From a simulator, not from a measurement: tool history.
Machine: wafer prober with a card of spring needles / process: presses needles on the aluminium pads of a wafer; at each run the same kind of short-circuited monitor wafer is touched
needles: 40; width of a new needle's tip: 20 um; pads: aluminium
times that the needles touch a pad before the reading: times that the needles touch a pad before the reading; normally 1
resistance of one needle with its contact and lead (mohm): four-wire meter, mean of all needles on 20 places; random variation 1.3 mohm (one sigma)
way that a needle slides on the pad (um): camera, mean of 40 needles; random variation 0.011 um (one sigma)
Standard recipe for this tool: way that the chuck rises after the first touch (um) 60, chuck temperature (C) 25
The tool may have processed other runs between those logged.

run   hour  way that the chuck rises after the first touch (um)  chuck temperature (C)  times that the needles touch a pad before the reading  resistance of one needle with its contact and lead (mohm)  way that a needle slides on the pad (um)
  1      0                                                   60                     25                                                      1                                                        101                                      9.05
       5.4  -- tips cleaned on abrasive film
      18.4  -- tips cleaned on abrasive film
  2   21.7                                                   60                     25                                                      1                                                        104                                      9.03
      31.6  -- tips cleaned on abrasive film
  3   42.7                                                   60                     25                                                      1                                                        101                                      9.05
      45.2  -- tips cleaned on abrasive film
      57.6  -- tips cleaned on abrasive film
  4   57.6                                                   60                     25                                                      1                                                        104                                      9.06
        70  -- tips cleaned on abrasive film
      82.7  -- tips cleaned on abrasive film
  5   82.7                                                   70                     25                                                      1                                                        101                                     10.55
        97  -- tips cleaned on abrasive film
  6   98.1                                                   70                     25                                                      1                                                        101                                     10.57
     110.8  -- tips cleaned on abrasive film
  7  119.3                                                   70                     25                                                      1                                                        100                                     10.61
       124  -- tips cleaned on abrasive film
     137.5  -- tips cleaned on abrasive film
  8  149.2                                                   60                     25                                                      1                                                        103                                      9.09
     151.9  -- tips cleaned on abrasive film
     164.1  -- tips cleaned on abrasive film
  9  172.9                                                   60                     25                                                      2                                                        103                                       9.1
     176.4  -- tips cleaned on abrasive film
     188.4  -- tips cleaned on abrasive film
 10  195.9                                                   60                     25                                                      2                                                        101                                      9.09
     201.3  -- tips cleaned on abrasive film
 11  212.7                                                   60                     25                                                      2                                                        101                                       9.1
     214.3  -- tips cleaned on abrasive film
     227.1  -- tips cleaned on abrasive film
     229.2  -- height of the first contact set anew
 12  239.1                                                   60                     25                                                      2                                                        103                                      9.09
     240.8  -- tips cleaned on abrasive film
     253.1  -- tips cleaned on abrasive film
 13  259.6                                                   60                     28                                                      1                                                        101                                      9.13
     265.2  -- tips cleaned on abrasive film
       279  -- tips cleaned on abrasive film
 14    281                                                   60                     74                                                      1                                                        109                                      9.11
     291.5  -- tips cleaned on abrasive film
 15  297.2                                                   60                     74                                                      1                                                        108                                      9.13
     303.8  -- tips cleaned on abrasive film
 16  312.6                                                   53                     52                                                      1                                                        106                                      8.05
     318.2  -- tips cleaned on abrasive film
 17  327.3                                                   62                     31                                                      2                                                        103                                      9.43
     330.5  -- tips cleaned on abrasive film
     344.4  -- tips cleaned on abrasive film
 18    347                                                   62                     31                                                      2                                                         98                                      9.44
     357.1  -- tips cleaned on abrasive film
 19  368.4                                                   61                    119                                                      1                                                        114                                      9.29
       371  -- tips cleaned on abrasive film
       384  -- tips cleaned on abrasive film
 20  395.5                                                   49                    119                                                      2                                                        117                                      7.47
     396.9  -- tips cleaned on abrasive film
     410.4  -- tips cleaned on abrasive film
 21  416.3                                                   49                    119                                                      2                                                        118                                      7.47
     423.3  -- tips cleaned on abrasive film
 22  431.7                                                   48                    119                                                      1                                                        118                                      7.32
     436.4  -- tips cleaned on abrasive film
     449.1  -- tips cleaned on abrasive film
 23    452                                                   48                    119                                                      1                                                        117                                      7.33
     461.5  -- tips cleaned on abrasive film
     474.2  -- tips cleaned on abrasive film
 24  474.2                                                   55                     81                                                      2                                                        113                                       8.4
     486.8  -- tips cleaned on abrasive film
     489.4  -- height of the first contact set anew
 25  495.8                                                   60                     62                                                      1                                                        110                                      9.18
     499.9  -- tips cleaned on abrasive film
       513  -- tips cleaned on abrasive film
 26  521.7                                                   72                     29                                                      1                                                        101                                     11.02
     526.8  -- tips cleaned on abrasive film
       539  -- tips cleaned on abrasive film
 27  544.5                                                   60                    101                                                      2                                                        114                                      9.18
     551.5  -- tips cleaned on abrasive film
 28  558.5                                                   60                    101                                                      2                                                        113                                      9.19
     564.3  -- tips cleaned on abrasive film
     577.1  -- tips cleaned on abrasive film
 29  588.4                                                   60                     27                                                      2                                                        104                                      9.21
     590.9  -- tips cleaned on abrasive film
     603.1  -- tips cleaned on abrasive film
 30  604.5                                                   60                     25                                                      3                                                        101                                      9.21

Forecast each of these 3 alternatives for the next run:
     615.4  -- tips cleaned on abrasive film
     629.1  -- tips cleaned on abrasive film
  A  631.1                                                   42                     97                                                      1                                                          ?                                         ?
     615.4  -- tips cleaned on abrasive film
     629.1  -- tips cleaned on abrasive film
  B  631.1                                                   60                     39                                                      1                                                          ?                                         ?
     615.4  -- tips cleaned on abrasive film
     629.1  -- tips cleaned on abrasive film
  C  631.1                                                   51                     25                                                      1                                                          ?                                         ?

run  resistance of one needle with its contact and lead (mohm)  way that a needle slides on the pad (um)
  A                                                        115                                      6.46
  B                                                        104                                      9.22
  C                                                        106                                      7.84
Without the tool's hidden state the same runs would have given:
run  resistance of one needle with its contact and lead (mohm)  way that a needle slides on the pad (um)
  A                                                        114                                      6.33
  B                                                        104                                      9.04
  C                                                        105                                      7.69
